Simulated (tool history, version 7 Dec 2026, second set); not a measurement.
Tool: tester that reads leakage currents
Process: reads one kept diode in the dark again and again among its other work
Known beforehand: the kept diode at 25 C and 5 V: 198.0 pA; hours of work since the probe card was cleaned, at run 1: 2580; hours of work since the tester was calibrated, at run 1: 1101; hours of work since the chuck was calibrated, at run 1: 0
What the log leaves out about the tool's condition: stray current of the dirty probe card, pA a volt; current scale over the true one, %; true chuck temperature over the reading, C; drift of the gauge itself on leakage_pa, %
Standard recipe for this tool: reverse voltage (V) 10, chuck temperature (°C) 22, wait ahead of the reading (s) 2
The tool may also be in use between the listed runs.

| run | day | reverse voltage (V) | chuck temperature (°C) | wait ahead of the reading (s) | hours of work since the probe card was cleaned | hours of work since the tester was calibrated | hours of work since the chuck was calibrated | current that the tester gives (pA) |
|---|---|---|---|---|---|---|---|---|
| 1 | 0 | 10 | 22 | 2 | 2580 | 1101 | 0 | 241.38 |
| 2 | 0.904 | 10 | 22 | 2 | 2595 | 1116 | 15 | 242.04 |
| 3 | 1.838 | 10 | 22 | 2 | 2611 | 1132 | 31 | 242.76 |
| 4 | 2.992 | 10 | 22 | 2 | 2630 | 1151 | 50 | 241.65 |
| 5 | 4.142 | 1.5 | 22 | 2 | 2650 | 1171 | 70 | 83.79 |
| 6 | 5.733 | 1.5 | 22 | 2 | 2676 | 1197 | 97 | 83.92 |
|  | 5.979 | chuck's temperature calibrated |
| 7 | 6.742 | 1.6 | 22 | 2 | 2692 | 1213 | 13 | 87.12 |
| 8 | 8.471 | 1.6 | 22 | 2 | 2721 | 1242 | 42 | 87.17 |
| 9 | 9.692 | 1.6 | 22 | 2 | 2742 | 1263 | 63 | 86.95 |
|  | 10.938 | chuck's temperature calibrated, once more |
| 10 | 11.054 | 10 | 24 | 2 | 2763 | 1284 | 2 | 281.08 |
| 11 | 12.571 | 10 | 24 | 2 | 2789 | 1310 | 28 | 279.92 |
| 12 | 13.929 | 10 | 24 | 2 | 2812 | 1333 | 50 | 280.37 |

The next listed run, before its measurement:
| 13 | 15.258 | 10 | 33 | 2 | 2834 | 1355 | 73 | ? |

Run 13 measured current that the tester gives (pA) 551.98.
With the hidden condition absent and the run-to-run variation left alone, this run would have shown current that the tester gives (pA) 539.65.
